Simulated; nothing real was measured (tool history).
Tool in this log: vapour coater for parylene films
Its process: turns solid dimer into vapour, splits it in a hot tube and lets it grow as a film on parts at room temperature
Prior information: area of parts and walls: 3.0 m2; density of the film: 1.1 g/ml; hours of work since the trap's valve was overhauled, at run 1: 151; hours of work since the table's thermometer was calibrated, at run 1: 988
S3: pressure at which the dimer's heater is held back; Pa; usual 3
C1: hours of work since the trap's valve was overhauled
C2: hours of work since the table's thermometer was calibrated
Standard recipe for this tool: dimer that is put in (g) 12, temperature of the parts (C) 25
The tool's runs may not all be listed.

Run 1, hour 0: usual settings; C1 151; C2 988. Result: thickness of the film (um) 2.98.
Run 2, hour 31.7: usual settings; C1 171; C2 1009. Result: thickness of the film (um) 2.99.
Run 3, hour 50.7: usual settings; C1 183; C2 1021. Result: thickness of the film (um) 2.91.
Run 4, hour 84.1: usual settings; C1 204; C2 1042. Result: thickness of the film (um) 3.01.
Run 5, hour 120.2: usual settings; C1 228; C2 1065. Result: thickness of the film (um) 2.89.
Run 6, hour 160.4: usual settings; C1 253; C2 1091. Result: thickness of the film (um) 2.95.
At hour 201.7: trap's valve overhauled.
Run 7, hour 205.4: usual settings; C1 2; C2 1117. Result: thickness of the film (um) 3.07.
Run 8, hour 225.1: usual settings but S3 2.16 Pa; C1 15; C2 1130. Result: thickness of the film (um) 3.37.
Run 9, hour 262.5: usual settings but S3 2.16 Pa; C1 39; C2 1154. Result: thickness of the film (um) 3.34.
Run 10, hour 287.6: usual settings but S3 2.16 Pa; C1 55; C2 1170. Result: thickness of the film (um) 3.26.
Run 11, hour 331.5: usual settings but S3 2.16 Pa; C1 83; C2 1198. Result: thickness of the film (um) 3.28.
Run 12, hour 374.8: usual settings but S3 2.16 Pa; C1 111; C2 1226. Result: thickness of the film (um) 3.32.
Run 13, hour 396.1: usual settings but S3 4.7 Pa; C1 125; C2 1240. Result: thickness of the film (um) 2.73.
Run 14, hour 420.8: usual settings but temperature of the parts (C) 31; C1 140; C2 1255. Result: thickness of the film (um) 2.37.
Run 15, hour 445.1: usual settings but temperature of the parts (C) 31; C1 156; C2 1271. Result: thickness of the film (um) 2.34.
Run 16, hour 476: usual settings but temperature of the parts (C) 31; C1 176; C2 1291. Result: thickness of the film (um) 2.38.
Run 17, hour 505.8: usual settings but temperature of the parts (C) 20, S3 3.31 Pa; C1 195; C2 1310. Result: thickness of the film (um) 3.43.
Run 18, hour 545.2: usual settings but dimer that is put in (g) 18, temperature of the parts (C) 27; C1 220; C2 1335. Result: thickness of the film (um) 4.09.
Run 19, hour 564.7: usual settings but dimer that is put in (g) 18, temperature of the parts (C) 20; C1 233; C2 1348. Result: thickness of the film (um) 5.08.
Run 20, hour 596.1: usual settings but dimer that is put in (g) 11, temperature of the parts (C) 24, S3 6.16 Pa; C1 253; C2 1368. Result: thickness of the film (um) 2.39.
Run 21, hour 623.7: usual settings but temperature of the parts (C) 28; C1 270; C2 1385. Result: thickness of the film (um) 2.61.
At hour 638.5: trap's valve overhauled.
Run 22, hour 653.8: usual settings but dimer that is put in (g) 11, temperature of the parts (C) 17; C1 10; C2 1402. Result: thickness of the film (um) 3.27.
Run 23, hour 693.4: usual settings but dimer that is put in (g) 11, temperature of the parts (C) 17; C1 35; C2 1427. Result: thickness of the film (um) 3.21.
Run 24, hour 735: usual settings but dimer that is put in (g) 5, temperature of the parts (C) 31, S3 3.74 Pa; C1 62; C2 1454. Result: thickness of the film (um) 0.95.
Run 25, hour 762.4: usual settings but dimer that is put in (g) 5, temperature of the parts (C) 31, S3 3.74 Pa; C1 79; C2 1472. Result: thickness of the film (um) 0.97.
Run 26, hour 791.5: usual settings but dimer that is put in (g) 5, temperature of the parts (C) 31, S3 3.74 Pa; C1 98; C2 1490. Result: thickness of the film (um) 0.97.
Run 27, hour 809.8: usual settings but temperature of the parts (C) 33, S3 5.87 Pa; C1 110; C2 1502. Result: thickness of the film (um) 1.89.
At hour 828.9: table's thermometer calibrated.
Run 28, hour 828.9: usual settings but dimer that is put in (g) 10, temperature of the parts (C) 29, S3 2.04 Pa; C1 121; C2 0. Result: thickness of the film (um) 2.45.
Run 29, hour 862.2: usual settings but dimer that is put in (g) 10, temperature of the parts (C) 28, S3 2.78 Pa; C1 143; C2 21. Result: thickness of the film (um) 2.32.
Run 30, hour 881: usual settings but dimer that is put in (g) 10, temperature of the parts (C) 28, S3 2.78 Pa; C1 155; C2 33. Result: thickness of the film (um) 2.37.
Run 31, hour 899.3: usual settings but dimer that is put in (g) 10, temperature of the parts (C) 28, S3 2.78 Pa; C1 166; C2 45. Result: thickness of the film (um) 2.34.

Predict each of these 3 candidate next runs independently; none follows another, all start after run 31:
Run A, hour 922.4: usual settings but dimer that is put in (g) 19; C1 181; C2 60. Result: thickness of the film (um) ?.
Run B, hour 922.4: usual settings but dimer that is put in (g) 10, S3 2.78 Pa; C1 181; C2 60. Result: thickness of the film (um) ?.
Run C, hour 922.4: usual settings but dimer that is put in (g) 10, temperature of the parts (C) 18, S3 2.78 Pa; C1 181; C2 60. Result: thickness of the film (um) ?.

run  thickness of the film (um)
  A                        4.92
  B                        2.58
  C                        2.83
The same runs, with their run-to-run variation unchanged, on a tool lacking any hidden condition would have given:
run  thickness of the film (um)
  A                        5.09
  B                        2.68
  C                        2.93

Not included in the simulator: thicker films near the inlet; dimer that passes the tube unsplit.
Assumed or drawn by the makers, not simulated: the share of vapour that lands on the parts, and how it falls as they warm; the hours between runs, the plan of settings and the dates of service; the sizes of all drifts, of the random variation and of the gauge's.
